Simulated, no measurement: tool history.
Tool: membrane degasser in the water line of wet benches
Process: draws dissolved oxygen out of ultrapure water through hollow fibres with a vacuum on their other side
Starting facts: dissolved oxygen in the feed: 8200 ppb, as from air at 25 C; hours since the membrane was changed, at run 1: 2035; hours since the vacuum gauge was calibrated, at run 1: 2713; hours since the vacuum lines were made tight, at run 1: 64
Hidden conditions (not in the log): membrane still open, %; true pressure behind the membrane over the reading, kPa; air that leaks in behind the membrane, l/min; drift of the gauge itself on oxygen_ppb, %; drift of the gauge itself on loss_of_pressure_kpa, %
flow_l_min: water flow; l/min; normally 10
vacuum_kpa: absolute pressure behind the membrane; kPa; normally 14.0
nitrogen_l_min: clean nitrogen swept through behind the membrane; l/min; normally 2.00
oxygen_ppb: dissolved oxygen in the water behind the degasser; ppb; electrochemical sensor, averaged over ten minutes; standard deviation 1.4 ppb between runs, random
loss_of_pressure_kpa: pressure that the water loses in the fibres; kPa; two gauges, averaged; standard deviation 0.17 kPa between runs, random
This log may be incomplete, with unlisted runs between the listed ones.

run,hour,flow_l_min,vacuum_kpa,nitrogen_l_min,hours since the membrane was changed,hours since the vacuum gauge was calibrated,hours since the vacuum lines were made tight,oxygen_ppb,loss_of_pressure_kpa
1,0.0,10,14.0,2.00,2035,2713,64,142.8,28.66
2,68.9,10,14.0,2.00,2104,2782,133,142.9,28.98
3,191.4,10,14.0,2.00,2227,2904,255,142.4,28.80
4,311.0,10,14.0,2.00,2346,3024,375,141.4,28.79
5,374.5,10,14.0,2.00,2410,3087,438,143.1,28.63
6,470.0,10,10.6,2.00,2505,3183,534,102.9,29.07
7,587.8,10,10.6,2.00,2623,3301,652,102.6,28.74
8,676.6,10,9.9,5.39,2712,3389,740,44.8,29.03
9,788.9,15,26.2,3.20,2824,3502,853,308.2,43.79
10,911.2,15,26.2,3.20,2946,3624,975,311.1,43.15

Predict each of these 4 candidate next runs independently; none follows another, all start after run 10:
A,979.3,15,26.2,3.31,3014,3692,1043,?,?
B,979.3,15,27.3,2.04,3014,3692,1043,?,?
C,979.3,8,32.2,4.34,3014,3692,1043,?,?
D,979.3,11,14.3,5.12,3014,3692,1043,?,?

run,oxygen_ppb,loss_of_pressure_kpa
A,296.9,43.50
B,455.1,43.35
C,138.5,23.06
D,78.4,31.71
The same runs, with their run-to-run variation unchanged, on a tool lacking any hidden condition would have given:
run,oxygen_ppb,loss_of_pressure_kpa
A,289.8,42.61
B,447.0,42.46
C,135.9,22.59
D,75.3,31.06
